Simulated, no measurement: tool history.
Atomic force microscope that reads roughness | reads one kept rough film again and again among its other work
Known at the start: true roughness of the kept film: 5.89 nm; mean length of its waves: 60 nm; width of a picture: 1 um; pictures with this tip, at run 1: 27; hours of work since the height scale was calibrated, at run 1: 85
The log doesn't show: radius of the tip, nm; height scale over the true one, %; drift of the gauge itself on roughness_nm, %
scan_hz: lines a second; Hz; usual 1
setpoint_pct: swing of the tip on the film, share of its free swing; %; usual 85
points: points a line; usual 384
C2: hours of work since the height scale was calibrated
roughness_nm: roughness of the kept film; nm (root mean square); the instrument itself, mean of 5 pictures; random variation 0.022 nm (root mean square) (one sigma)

run 1 hour=0 | scan_hz=1 setpoint_pct=85 points=384 | pictures_with_this_tip=27 C2=85 | roughness_nm=5.238
run 2 hour=34 | scan_hz=1 setpoint_pct=85 points=384 | pictures_with_this_tip=67 C2=109 | roughness_nm=5.061
run 3 hour=71.4 | scan_hz=1 setpoint_pct=85 points=644 | pictures_with_this_tip=111 C2=136 | roughness_nm=4.85
-- hour=94.5 new tip fitted
run 4 hour=119.8 | scan_hz=1 setpoint_pct=85 points=644 | pictures_with_this_tip=30 C2=170 | roughness_nm=5.21
run 5 hour=158.2 | scan_hz=1 setpoint_pct=85 points=644 | pictures_with_this_tip=75 C2=197 | roughness_nm=4.994
-- hour=209.4 new tip fitted
run 6 hour=218.5 | scan_hz=1 setpoint_pct=85 points=644 | pictures_with_this_tip=10 C2=240 | roughness_nm=5.371
run 7 hour=286.2 | scan_hz=1 setpoint_pct=85 points=644 | pictures_with_this_tip=90 C2=288 | roughness_nm=4.952
-- hour=327.6 new tip fitted
run 8 hour=346.7 | scan_hz=1 setpoint_pct=85 points=406 | pictures_with_this_tip=22 C2=331 | roughness_nm=5.316
run 9 hour=419.1 | scan_hz=1 setpoint_pct=85 points=384 | pictures_with_this_tip=107 C2=382 | roughness_nm=4.846
-- hour=441.7 new tip fitted
run 10 hour=475.5 | scan_hz=1 setpoint_pct=85 points=435 | pictures_with_this_tip=39 C2=422 | roughness_nm=5.208
run 11 hour=514.1 | scan_hz=1 setpoint_pct=85 points=435 | pictures_with_this_tip=85 C2=449 | roughness_nm=4.939
run 12 hour=551.9 | scan_hz=1 setpoint_pct=85 points=482 | pictures_with_this_tip=129 C2=476 | roughness_nm=4.738
-- hour=555.7 new tip fitted
-- hour=556.7 height scale calibrated on a step standard
run 13 hour=624.9 | scan_hz=1 setpoint_pct=85 points=482 | pictures_with_this_tip=80 C2=49 | roughness_nm=4.976
-- hour=672.6 new tip fitted
run 14 hour=684.5 | scan_hz=1 setpoint_pct=85 points=482 | pictures_with_this_tip=14 C2=91 | roughness_nm=5.304
run 15 hour=735.4 | scan_hz=1 setpoint_pct=74 points=384 | pictures_with_this_tip=74 C2=127 | roughness_nm=5.039
run 16 hour=776 | scan_hz=1 setpoint_pct=60 points=544 | pictures_with_this_tip=122 C2=156 | roughness_nm=4.844
-- hour=787.1 new tip fitted
run 17 hour=835.5 | scan_hz=1 setpoint_pct=60 points=544 | pictures_with_this_tip=57 C2=198 | roughness_nm=5.188
-- hour=840.8 height scale calibrated on a step standard, once more
run 18 hour=867.8 | scan_hz=1 setpoint_pct=60 points=544 | pictures_with_this_tip=93 C2=19 | roughness_nm=5.054
-- hour=906.8 new tip fitted
run 19 hour=937.5 | scan_hz=2.04 setpoint_pct=85 points=281 | pictures_with_this_tip=36 C2=69 | roughness_nm=5.042
run 20 hour=990.3 | scan_hz=2.04 setpoint_pct=85 points=281 | pictures_with_this_tip=97 C2=106 | roughness_nm=4.767
-- hour=1021 new tip fitted
run 21 hour=1021 | scan_hz=1.61 setpoint_pct=60 points=434 | pictures_with_this_tip=0 C2=128 | roughness_nm=5.544
run 22 hour=1080.2 | scan_hz=1.61 setpoint_pct=60 points=434 | pictures_with_this_tip=69 C2=170 | roughness_nm=5.139
run 23 hour=1110 | scan_hz=0.96 setpoint_pct=80 points=384 | pictures_with_this_tip=104 C2=191 | roughness_nm=4.953
-- hour=1136 new tip fitted
run 24 hour=1147.3 | scan_hz=0.96 setpoint_pct=80 points=559 | pictures_with_this_tip=13 C2=217 | roughness_nm=5.378
run 25 hour=1197.1 | scan_hz=0.92 setpoint_pct=75 points=384 | pictures_with_this_tip=72 C2=253 | roughness_nm=5.073
run 26 hour=1230.1 | scan_hz=0.76 setpoint_pct=71 points=868 | pictures_with_this_tip=110 C2=276 | roughness_nm=4.953
-- hour=1252.7 new tip fitted
run 27 hour=1261 | scan_hz=0.76 setpoint_pct=71 points=868 | pictures_with_this_tip=10 C2=298 | roughness_nm=5.441
run 28 hour=1301.7 | scan_hz=0.67 setpoint_pct=71 points=278 | pictures_with_this_tip=58 C2=327 | roughness_nm=5.251
run 29 hour=1350.8 | scan_hz=1.25 setpoint_pct=76 points=735 | pictures_with_this_tip=115 C2=362 | roughness_nm=4.866

Forecast each of these 4 alternatives for the next run:
-- hour=1368.1 new tip fitted
run A hour=1391.3 | scan_hz=1.51 setpoint_pct=61 points=735 | pictures_with_this_tip=27 C2=390 | roughness_nm=?
-- hour=1368.1 new tip fitted
run B hour=1391.3 | scan_hz=1.25 setpoint_pct=76 points=323 | pictures_with_this_tip=27 C2=390 | roughness_nm=?
-- hour=1368.1 new tip fitted
run C hour=1391.3 | scan_hz=3.15 setpoint_pct=85 points=384 | pictures_with_this_tip=27 C2=390 | roughness_nm=?
-- hour=1368.1 new tip fitted
run D hour=1391.3 | scan_hz=1 setpoint_pct=85 points=628 | pictures_with_this_tip=27 C2=390 | roughness_nm=?

run=A roughness_nm=5.403
run=B roughness_nm=5.273
run=C roughness_nm=4.874
run=D roughness_nm=5.243
Without the tool's hidden state the same runs would have given:
run=A roughness_nm=5.592
run=B roughness_nm=5.458
run=C roughness_nm=5.046
run=D roughness_nm=5.427
